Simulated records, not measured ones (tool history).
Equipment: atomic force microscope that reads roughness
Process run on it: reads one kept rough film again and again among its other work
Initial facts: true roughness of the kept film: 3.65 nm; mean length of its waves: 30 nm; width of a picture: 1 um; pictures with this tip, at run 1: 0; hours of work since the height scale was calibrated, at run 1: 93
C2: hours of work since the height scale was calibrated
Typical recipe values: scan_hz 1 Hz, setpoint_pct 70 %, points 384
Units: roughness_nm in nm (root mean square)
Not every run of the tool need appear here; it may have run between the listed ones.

run 1 day=0 | scan_hz=1 setpoint_pct=70 points=384 | pictures_with_this_tip=0 C2=93 | roughness_nm=3.187
run 2 day=0.333 | scan_hz=1 setpoint_pct=70 points=384 | pictures_with_this_tip=10 C2=96 | roughness_nm=3.098
run 3 day=0.55 | scan_hz=1 setpoint_pct=70 points=384 | pictures_with_this_tip=17 C2=98 | roughness_nm=3.044
run 4 day=0.712 | scan_hz=0.7 setpoint_pct=70 points=384 | pictures_with_this_tip=22 C2=100 | roughness_nm=2.973
run 5 day=1.079 | scan_hz=0.7 setpoint_pct=70 points=384 | pictures_with_this_tip=34 C2=104 | roughness_nm=2.908
run 6 day=1.467 | scan_hz=1.21 setpoint_pct=70 points=384 | pictures_with_this_tip=46 C2=107 | roughness_nm=2.786
run 7 day=1.692 | scan_hz=1.21 setpoint_pct=70 points=384 | pictures_with_this_tip=54 C2=110 | roughness_nm=2.729
run 8 day=1.888 | scan_hz=1.21 setpoint_pct=70 points=384 | pictures_with_this_tip=60 C2=111 | roughness_nm=2.683
run 9 day=2.229 | scan_hz=1.21 setpoint_pct=70 points=384 | pictures_with_this_tip=71 C2=115 | roughness_nm=2.602
-- day=2.421 new tip fitted
run 10 day=2.454 | scan_hz=1.21 setpoint_pct=70 points=261 | pictures_with_this_tip=1 C2=117 | roughness_nm=3.129
run 11 day=2.704 | scan_hz=1.47 setpoint_pct=70 points=384 | pictures_with_this_tip=9 C2=119 | roughness_nm=3.083
run 12 day=2.983 | scan_hz=1.47 setpoint_pct=70 points=384 | pictures_with_this_tip=18 C2=122 | roughness_nm=2.985
run 13 day=3.242 | scan_hz=1 setpoint_pct=70 points=384 | pictures_with_this_tip=26 C2=125 | roughness_nm=2.934
run 14 day=3.542 | scan_hz=1 setpoint_pct=70 points=546 | pictures_with_this_tip=36 C2=127 | roughness_nm=2.876
run 15 day=3.929 | scan_hz=1 setpoint_pct=70 points=546 | pictures_with_this_tip=48 C2=131 | roughness_nm=2.783
run 16 day=4.196 | scan_hz=1 setpoint_pct=70 points=546 | pictures_with_this_tip=57 C2=134 | roughness_nm=2.739
run 17 day=4.362 | scan_hz=1 setpoint_pct=70 points=546 | pictures_with_this_tip=62 C2=136 | roughness_nm=2.688
run 18 day=4.579 | scan_hz=1 setpoint_pct=70 points=546 | pictures_with_this_tip=69 C2=138 | roughness_nm=2.643
run 19 day=4.742 | scan_hz=1 setpoint_pct=70 points=546 | pictures_with_this_tip=74 C2=139 | roughness_nm=2.59
-- day=4.821 new tip fitted
run 20 day=5 | scan_hz=1 setpoint_pct=70 points=384 | pictures_with_this_tip=5 C2=142 | roughness_nm=3.127
run 21 day=5.379 | scan_hz=1 setpoint_pct=70 points=384 | pictures_with_this_tip=17 C2=145 | roughness_nm=3.019
run 22 day=5.721 | scan_hz=1 setpoint_pct=70 points=384 | pictures_with_this_tip=28 C2=149 | roughness_nm=2.924
run 23 day=5.917 | scan_hz=1 setpoint_pct=70 points=384 | pictures_with_this_tip=35 C2=151 | roughness_nm=2.87
run 24 day=6.208 | scan_hz=1 setpoint_pct=70 points=384 | pictures_with_this_tip=44 C2=153 | roughness_nm=2.794
run 25 day=6.504 | scan_hz=1 setpoint_pct=70 points=384 | pictures_with_this_tip=53 C2=156 | roughness_nm=2.718
run 26 day=6.829 | scan_hz=1 setpoint_pct=70 points=384 | pictures_with_this_tip=64 C2=159 | roughness_nm=2.647
run 27 day=7.171 | scan_hz=1 setpoint_pct=74 points=384 | pictures_with_this_tip=74 C2=163 | roughness_nm=2.591
-- day=7.242 new tip fitted
run 28 day=7.408 | scan_hz=1 setpoint_pct=85 points=384 | pictures_with_this_tip=5 C2=165 | roughness_nm=3.087
run 29 day=7.588 | scan_hz=1 setpoint_pct=85 points=384 | pictures_with_this_tip=11 C2=167 | roughness_nm=3.008
run 30 day=7.792 | scan_hz=1.99 setpoint_pct=74 points=711 | pictures_with_this_tip=18 C2=169 | roughness_nm=2.95
run 31 day=7.954 | scan_hz=0.89 setpoint_pct=66 points=711 | pictures_with_this_tip=23 C2=170 | roughness_nm=3.005
run 32 day=8.158 | scan_hz=0.89 setpoint_pct=66 points=711 | pictures_with_this_tip=29 C2=172 | roughness_nm=2.936
run 33 day=8.342 | scan_hz=0.95 setpoint_pct=64 points=309 | pictures_with_this_tip=35 C2=174 | roughness_nm=2.869
run 34 day=8.625 | scan_hz=1 setpoint_pct=70 points=437 | pictures_with_this_tip=44 C2=177 | roughness_nm=2.8
run 35 day=8.804 | scan_hz=2.42 setpoint_pct=57 points=1017 | pictures_with_this_tip=50 C2=179 | roughness_nm=2.772
run 36 day=9.008 | scan_hz=3.28 setpoint_pct=60 points=808 | pictures_with_this_tip=56 C2=181 | roughness_nm=2.685
run 37 day=9.25 | scan_hz=0.51 setpoint_pct=61 points=415 | pictures_with_this_tip=64 C2=183 | roughness_nm=2.681
run 38 day=9.596 | scan_hz=1.12 setpoint_pct=70 points=1011 | pictures_with_this_tip=75 C2=186 | roughness_nm=2.588
-- day=9.646 new tip fitted
run 39 day=9.871 | scan_hz=1 setpoint_pct=64 points=423 | pictures_with_this_tip=7 C2=189 | roughness_nm=3.137
run 40 day=10.104 | scan_hz=1.21 setpoint_pct=70 points=805 | pictures_with_this_tip=15 C2=191 | roughness_nm=3.071
run 41 day=10.367 | scan_hz=0.88 setpoint_pct=59 points=295 | pictures_with_this_tip=23 C2=194 | roughness_nm=3.001
run 42 day=10.688 | scan_hz=0.78 setpoint_pct=70 points=384 | pictures_with_this_tip=33 C2=197 | roughness_nm=2.923
run 43 day=10.925 | scan_hz=2.41 setpoint_pct=71 points=384 | pictures_with_this_tip=41 C2=199 | roughness_nm=2.747
run 44 day=11.167 | scan_hz=1.37 setpoint_pct=61 points=711 | pictures_with_this_tip=48 C2=202 | roughness_nm=2.781
run 45 day=11.388 | scan_hz=1.37 setpoint_pct=61 points=711 | pictures_with_this_tip=55 C2=204 | roughness_nm=2.741
run 46 day=11.562 | scan_hz=2.11 setpoint_pct=74 points=780 | pictures_with_this_tip=61 C2=205 | roughness_nm=2.607
run 47 day=11.858 | scan_hz=2.11 setpoint_pct=74 points=780 | pictures_with_this_tip=70 C2=208 | roughness_nm=2.558
-- day=12.042 new tip fitted
run 48 day=12.042 | scan_hz=3.02 setpoint_pct=74 points=780 | pictures_with_this_tip=0 C2=210 | roughness_nm=3.025
run 49 day=12.396 | scan_hz=1.47 setpoint_pct=70 points=707 | pictures_with_this_tip=11 C2=213 | roughness_nm=3.021
run 50 day=12.754 | scan_hz=1.47 setpoint_pct=67 points=342 | pictures_with_this_tip=22 C2=217 | roughness_nm=2.932
run 51 day=13.008 | scan_hz=1.47 setpoint_pct=67 points=342 | pictures_with_this_tip=30 C2=219 | roughness_nm=2.874
run 52 day=13.288 | scan_hz=2.34 setpoint_pct=70 points=336 | pictures_with_this_tip=39 C2=222 | roughness_nm=2.739
run 53 day=13.467 | scan_hz=0.52 setpoint_pct=56 points=322 | pictures_with_this_tip=45 C2=224 | roughness_nm=2.809

What if the next run were any one of these 4? Each begins from the tool's condition after run 53:
run A day=13.708 | scan_hz=3.28 setpoint_pct=77 points=791 | pictures_with_this_tip=53 C2=226 | roughness_nm=?
run B day=13.708 | scan_hz=3.81 setpoint_pct=63 points=846 | pictures_with_this_tip=53 C2=226 | roughness_nm=?
run C day=13.708 | scan_hz=1.18 setpoint_pct=60 points=869 | pictures_with_this_tip=53 C2=226 | roughness_nm=?
run D day=13.708 | scan_hz=0.52 setpoint_pct=56 points=355 | pictures_with_this_tip=53 C2=226 | roughness_nm=?

run=A roughness_nm=2.566
run=B roughness_nm=2.649
run=C roughness_nm=2.756
run=D roughness_nm=2.731
Had the tool no hidden state, the same runs would have come out as:
run=A roughness_nm=3.025
run=B roughness_nm=3.125
run=C roughness_nm=3.249
run=D roughness_nm=3.221
